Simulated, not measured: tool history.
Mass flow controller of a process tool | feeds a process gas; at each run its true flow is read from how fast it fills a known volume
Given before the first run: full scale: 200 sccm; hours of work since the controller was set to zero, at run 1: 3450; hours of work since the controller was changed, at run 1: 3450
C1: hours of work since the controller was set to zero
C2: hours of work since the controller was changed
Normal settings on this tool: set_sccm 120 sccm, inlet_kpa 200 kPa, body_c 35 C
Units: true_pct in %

{"run": 1, "hour": 0.0, "set_sccm": 120, "inlet_kpa": 200, "body_c": 35, "C1": 3450, "C2": 3450, "true_pct": 100.73}
{"run": 2, "hour": 294.6, "set_sccm": 120, "inlet_kpa": 200, "body_c": 35, "C1": 3568, "C2": 3568, "true_pct": 100.8}
{"run": 3, "hour": 504.1, "set_sccm": 120, "inlet_kpa": 200, "body_c": 35, "C1": 3652, "C2": 3652, "true_pct": 100.82}
{"run": 4, "hour": 947.0, "set_sccm": 125, "inlet_kpa": 200, "body_c": 35, "C1": 3830, "C2": 3830, "true_pct": 101.05}
{"run": 5, "hour": 1385.2, "set_sccm": 125, "inlet_kpa": 200, "body_c": 35, "C1": 4005, "C2": 4005, "true_pct": 100.96}
{"run": 6, "hour": 1775.5, "set_sccm": 125, "inlet_kpa": 200, "body_c": 35, "C1": 4162, "C2": 4162, "true_pct": 101.1}
{"run": 7, "hour": 2191.9, "set_sccm": 22, "inlet_kpa": 200, "body_c": 37, "C1": 4329, "C2": 4329, "true_pct": 95.08}
{"run": 8, "hour": 2676.3, "set_sccm": 24, "inlet_kpa": 184, "body_c": 35, "C1": 4523, "C2": 4523, "true_pct": 95.39}
{"run": 9, "hour": 2921.3, "set_sccm": 180, "inlet_kpa": 174, "body_c": 36, "C1": 4621, "C2": 4621, "true_pct": 102.6}
{"run": 10, "hour": 3208.2, "set_sccm": 180, "inlet_kpa": 174, "body_c": 36, "C1": 4736, "C2": 4736, "true_pct": 102.77}
{"run": 11, "hour": 3413.0, "set_sccm": 27, "inlet_kpa": 251, "body_c": 39, "C1": 4819, "C2": 4819, "true_pct": 95.93}

4 options for the next run, each taken on its own from the tool as it stands now. Forecast them:
{"run": "A", "hour": 3649.7, "set_sccm": 123, "inlet_kpa": 167, "body_c": 23, "C1": 4913, "C2": 4913, "true_pct": "?"}
{"run": "B", "hour": 3649.7, "set_sccm": 65, "inlet_kpa": 152, "body_c": 22, "C1": 4913, "C2": 4913, "true_pct": "?"}
{"run": "C", "hour": 3649.7, "set_sccm": 27, "inlet_kpa": 194, "body_c": 23, "C1": 4913, "C2": 4913, "true_pct": "?"}
{"run": "D", "hour": 3649.7, "set_sccm": 27, "inlet_kpa": 251, "body_c": 30, "C1": 4913, "C2": 4913, "true_pct": "?"}

run=A true_pct=100.46
run=B true_pct=98.49
run=C true_pct=94.91
run=D true_pct=95.19
With no hidden state in the tool, these same runs would have given:
run=A true_pct=98.65
run=B true_pct=97.66
run=C true_pct=97.01
run=D true_pct=97.28
